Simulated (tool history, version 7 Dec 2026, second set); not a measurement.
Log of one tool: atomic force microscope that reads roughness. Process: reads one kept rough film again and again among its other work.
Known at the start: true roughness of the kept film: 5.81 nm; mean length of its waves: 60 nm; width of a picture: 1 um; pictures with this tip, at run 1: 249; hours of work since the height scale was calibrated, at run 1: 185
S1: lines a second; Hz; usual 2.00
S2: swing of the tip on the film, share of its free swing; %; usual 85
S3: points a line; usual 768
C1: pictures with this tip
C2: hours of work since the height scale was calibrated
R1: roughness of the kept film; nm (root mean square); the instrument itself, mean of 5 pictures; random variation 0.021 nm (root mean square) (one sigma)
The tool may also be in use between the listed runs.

| run | hour | S1 | S2 | S3 | C1 | C2 | R1 |
|---|---|---|---|---|---|---|---|
| 1 | 0.0 | 2.00 | 85 | 768 | 249 | 185 | 4.707 |
| 2 | 13.1 | 2.00 | 59 | 768 | 266 | 192 | 5.053 |
| 3 | 40.5 | 2.00 | 85 | 960 | 301 | 205 | 4.653 |
| 4 | 61.1 | 2.00 | 85 | 960 | 327 | 215 | 4.628 |
| 5 | 78.8 | 2.00 | 85 | 960 | 350 | 224 | 4.572 |
|  | 83.7 | new tip fitted |
| 6 | 97.9 | 2.00 | 85 | 960 | 19 | 233 | 5.020 |
| 7 | 119.9 | 2.00 | 85 | 960 | 47 | 244 | 4.998 |
| 8 | 146.4 | 2.00 | 85 | 960 | 81 | 257 | 4.958 |
| 9 | 163.1 | 2.00 | 85 | 960 | 102 | 265 | 4.964 |
| 10 | 191.3 | 2.00 | 85 | 960 | 138 | 279 | 4.914 |
| 11 | 203.5 | 1.47 | 85 | 960 | 154 | 284 | 4.986 |
| 12 | 230.7 | 1.47 | 85 | 960 | 189 | 298 | 4.943 |
| 13 | 246.7 | 1.47 | 85 | 960 | 209 | 306 | 4.920 |
| 14 | 258.3 | 0.86 | 79 | 850 | 224 | 311 | 5.114 |
| 15 | 276.8 | 0.60 | 65 | 919 | 248 | 320 | 5.197 |
| 16 | 293.3 | 0.60 | 65 | 919 | 269 | 328 | 5.182 |
| 17 | 311.2 | 2.65 | 65 | 305 | 292 | 337 | 5.013 |
| 18 | 339.7 | 1.20 | 61 | 561 | 328 | 351 | 5.025 |
|  | 360.0 | new tip fitted |
| 19 | 361.1 | 3.66 | 57 | 561 | 1 | 361 | 5.354 |
| 20 | 385.9 | 0.86 | 57 | 561 | 33 | 373 | 5.485 |
| 21 | 403.8 | 3.84 | 85 | 768 | 56 | 382 | 4.548 |
| 22 | 416.6 | 3.84 | 85 | 1008 | 72 | 388 | 4.521 |
| 23 | 438.2 | 3.84 | 85 | 1008 | 100 | 399 | 4.548 |
| 24 | 458.2 | 3.84 | 85 | 1008 | 125 | 408 | 4.473 |
| 25 | 482.4 | 3.71 | 72 | 704 | 156 | 420 | 4.884 |
| 26 | 510.7 | 3.71 | 72 | 704 | 192 | 434 | 4.779 |

Measured less the same run without the tool's hidden state. The same run-to-run variation is in both; the gauge's scatter may not be:
The hidden state here: radius of the tip, nm; height scale over the true one, %; drift of the gauge itself on roughness_nm, %.
| run | R1 |
|---|---|
| 1 | -0.343 |
| 2 | -0.389 |
| 3 | -0.398 |
| 4 | -0.425 |
| 5 | -0.444 |
| 6 | -0.015 |
| 7 | -0.048 |
| 8 | -0.091 |
| 9 | -0.113 |
| 10 | -0.156 |
| 11 | -0.181 |
| 12 | -0.219 |
| 13 | -0.243 |
| 14 | -0.273 |
| 15 | -0.310 |
| 16 | -0.336 |
| 17 | -0.353 |
| 18 | -0.398 |
| 19 | +0.011 |
| 20 | -0.035 |
| 21 | -0.055 |
| 22 | -0.075 |
| 23 | -0.110 |
| 24 | -0.136 |
| 25 | -0.190 |
| 26 | -0.231 |
